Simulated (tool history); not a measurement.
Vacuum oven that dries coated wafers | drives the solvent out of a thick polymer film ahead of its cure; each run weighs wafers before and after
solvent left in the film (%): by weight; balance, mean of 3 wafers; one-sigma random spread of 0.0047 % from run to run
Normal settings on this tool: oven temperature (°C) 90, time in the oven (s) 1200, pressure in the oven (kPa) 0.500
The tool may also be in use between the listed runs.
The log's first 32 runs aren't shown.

run	hour	oven temperature (°C)	time in the oven (s)	pressure in the oven (kPa)	hours of work since the thermocouples were calibrated	hours of work since the vacuum gauge was cleaned of residue	solvent left in the film (%)
33	1225.0	90	1200	0.500	257	278	0.745
34	1250.8	93	1260	1.148	274	294	0.547
35	1295.4	93	1320	1.148	302	322	0.504
36	1348.1	93	1320	1.148	335	355	0.501
37	1382.0	93	1320	1.148	356	376	0.505
38	1409.3	93	1320	1.148	373	393	0.496
39	1446.0	83	900	0.496	396	416	2.972
40	1485.3	83	900	0.496	421	441	2.955
41	1509.3	96	1260	0.500	436	456	0.244
42	1562.4	96	1260	0.500	469	490	0.247
43	1596.2	86	1200	0.856	491	511	1.403
44	1641.3	90	1440	0.284	519	539	0.409
45	1689.1	94	1440	0.669	549	569	0.282
46	1736.4	90	1200	0.519	579	599	0.721

5 ways to go on from here, each from the tool as it stands after run 46. What would each give?
A	1766.4	80	720	0.519	598	618	?
B	1766.4	79	660	0.419	598	618	?
C	1766.4	94	1440	0.500	598	618	?
D	1766.4	90	2100	0.500	598	618	?
E	1766.4	81	1980	0.500	598	618	?

run	solvent left in the film (%)
A	4.671
B	5.283
C	0.251
D	0.227
E	0.957
Without the tool's hidden state the same runs would have given:
run	solvent left in the film (%)
A	4.902
B	5.511
C	0.248
D	0.206
E	1.037

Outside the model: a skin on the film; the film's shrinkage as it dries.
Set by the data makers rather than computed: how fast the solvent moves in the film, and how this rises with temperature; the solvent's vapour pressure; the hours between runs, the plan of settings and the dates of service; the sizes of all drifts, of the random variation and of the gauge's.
